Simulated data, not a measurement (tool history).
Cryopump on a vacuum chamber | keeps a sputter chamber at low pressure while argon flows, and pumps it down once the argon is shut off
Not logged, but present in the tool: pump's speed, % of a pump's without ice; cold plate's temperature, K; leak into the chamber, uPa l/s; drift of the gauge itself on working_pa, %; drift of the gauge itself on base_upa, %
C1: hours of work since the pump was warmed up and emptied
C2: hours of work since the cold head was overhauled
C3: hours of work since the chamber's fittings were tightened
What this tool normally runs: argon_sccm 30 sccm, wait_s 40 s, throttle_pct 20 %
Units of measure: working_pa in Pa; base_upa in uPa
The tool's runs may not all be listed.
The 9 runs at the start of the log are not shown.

{"run": 10, "day": 15.283, "argon_sccm": 30, "wait_s": 40, "throttle_pct": 20, "C1": 234, "C2": 2034, "C3": 1429, "working_pa": 0.1287, "base_upa": 1.98}
{"run": 11, "day": 17.342, "argon_sccm": 30, "wait_s": 40, "throttle_pct": 20, "C1": 275, "C2": 2075, "C3": 1471, "working_pa": 0.1283, "base_upa": 2.08}
{"run": 12, "day": 19.717, "argon_sccm": 30, "wait_s": 40, "throttle_pct": 20, "C1": 324, "C2": 2123, "C3": 1519, "working_pa": 0.1279, "base_upa": 2.11}
{"run": 13, "day": 22.096, "argon_sccm": 30, "wait_s": 40, "throttle_pct": 20, "C1": 372, "C2": 2172, "C3": 1567, "working_pa": 0.1299, "base_upa": 2.16}
{"run": 14, "day": 23.083, "argon_sccm": 30, "wait_s": 40, "throttle_pct": 20, "C1": 392, "C2": 2192, "C3": 1587, "working_pa": 0.1284, "base_upa": 2.18}
{"run": 15, "day": 24.671, "argon_sccm": 30, "wait_s": 40, "throttle_pct": 20, "C1": 424, "C2": 2224, "C3": 1620, "working_pa": 0.1295, "base_upa": 2.21}
{"run": 16, "day": 26.512, "argon_sccm": 30, "wait_s": 40, "throttle_pct": 20, "C1": 461, "C2": 2261, "C3": 1657, "working_pa": 0.1298, "base_upa": 2.22}
{"run": 17, "day": 28.079, "argon_sccm": 30, "wait_s": 40, "throttle_pct": 20, "C1": 493, "C2": 2293, "C3": 1688, "working_pa": 0.1304, "base_upa": 2.25}
{"run": 18, "day": 29.742, "argon_sccm": 30, "wait_s": 40, "throttle_pct": 20, "C1": 526, "C2": 2326, "C3": 1722, "working_pa": 0.13, "base_upa": 2.3}
{"run": 19, "day": 31.654, "argon_sccm": 39, "wait_s": 185, "throttle_pct": 20, "C1": 565, "C2": 2365, "C3": 1761, "working_pa": 0.1694, "base_upa": 1.69}
{"run": 20, "day": 33.7, "argon_sccm": 16, "wait_s": 40, "throttle_pct": 28, "C1": 607, "C2": 2406, "C3": 1802, "working_pa": 0.0503, "base_upa": 2.38}
{"run": 21, "day": 35.654, "argon_sccm": 16, "wait_s": 40, "throttle_pct": 28, "C1": 646, "C2": 2446, "C3": 1842, "working_pa": 0.0506, "base_upa": 2.43}
{"day": 36.717, "done": "leaking fittings of the chamber tightened, without venting"}
{"run": 22, "day": 37.754, "argon_sccm": 16, "wait_s": 40, "throttle_pct": 28, "C1": 687, "C2": 2487, "C3": 21, "working_pa": 0.051, "base_upa": 1.08}
{"run": 23, "day": 39.175, "argon_sccm": 16, "wait_s": 40, "throttle_pct": 28, "C1": 716, "C2": 2516, "C3": 50, "working_pa": 0.0517, "base_upa": 1.14}
{"run": 24, "day": 40.225, "argon_sccm": 14, "wait_s": 252, "throttle_pct": 28, "C1": 737, "C2": 2537, "C3": 71, "working_pa": 0.0452, "base_upa": 0.45}
{"run": 25, "day": 41.883, "argon_sccm": 24, "wait_s": 252, "throttle_pct": 28, "C1": 771, "C2": 2570, "C3": 105, "working_pa": 0.0765, "base_upa": 0.43}
{"run": 26, "day": 43.3, "argon_sccm": 22, "wait_s": 219, "throttle_pct": 26, "C1": 799, "C2": 2599, "C3": 133, "working_pa": 0.0754, "base_upa": 0.47}
{"run": 27, "day": 45.333, "argon_sccm": 38, "wait_s": 35, "throttle_pct": 18, "C1": 840, "C2": 2640, "C3": 174, "working_pa": 0.1849, "base_upa": 1.36}
{"run": 28, "day": 46.475, "argon_sccm": 30, "wait_s": 79, "throttle_pct": 37, "C1": 863, "C2": 2663, "C3": 198, "working_pa": 0.0761, "base_upa": 0.84}
{"day": 47.038, "done": "pump warmed up, emptied and cooled again"}
{"run": 29, "day": 48.479, "argon_sccm": 30, "wait_s": 79, "throttle_pct": 37, "C1": 29, "C2": 2700, "C3": 234, "working_pa": 0.0685, "base_upa": 0.78}
{"run": 30, "day": 49.858, "argon_sccm": 35, "wait_s": 62, "throttle_pct": 37, "C1": 57, "C2": 2728, "C3": 262, "working_pa": 0.0814, "base_upa": 0.94}
{"run": 31, "day": 51.742, "argon_sccm": 30, "wait_s": 42, "throttle_pct": 38, "C1": 95, "C2": 2766, "C3": 300, "working_pa": 0.0672, "base_upa": 1.22}
{"run": 32, "day": 53.367, "argon_sccm": 14, "wait_s": 22, "throttle_pct": 18, "C1": 128, "C2": 2799, "C3": 333, "working_pa": 0.0662, "base_upa": 1.99}
{"run": 33, "day": 55.408, "argon_sccm": 17, "wait_s": 256, "throttle_pct": 20, "C1": 169, "C2": 2840, "C3": 374, "working_pa": 0.0721, "base_upa": 0.6}
{"run": 34, "day": 56.867, "argon_sccm": 42, "wait_s": 256, "throttle_pct": 20, "C1": 199, "C2": 2870, "C3": 404, "working_pa": 0.1789, "base_upa": 0.6}

Below are 3 alternative next runs, each starting from the tool's condition after run 34. Predict each:
{"run": "A", "day": 58.946, "argon_sccm": 43, "wait_s": 49, "throttle_pct": 42, "C1": 241, "C2": 2912, "C3": 446, "working_pa": "?", "base_upa": "?"}
{"run": "B", "day": 58.946, "argon_sccm": 53, "wait_s": 131, "throttle_pct": 35, "C1": 241, "C2": 2912, "C3": 446, "working_pa": "?", "base_upa": "?"}
{"run": "C", "day": 58.946, "argon_sccm": 14, "wait_s": 22, "throttle_pct": 33, "C1": 241, "C2": 2912, "C3": 446, "working_pa": "?", "base_upa": "?"}

run=A working_pa=0.0901 base_upa=1.19
run=B working_pa=0.1301 base_upa=0.76
run=C working_pa=0.0366 base_upa=2.05
With no hidden state in the tool, these same runs would have given:
run=A working_pa=0.0862 base_upa=0.82
run=B working_pa=0.1254 base_upa=0.39
run=C working_pa=0.0354 base_upa=1.68
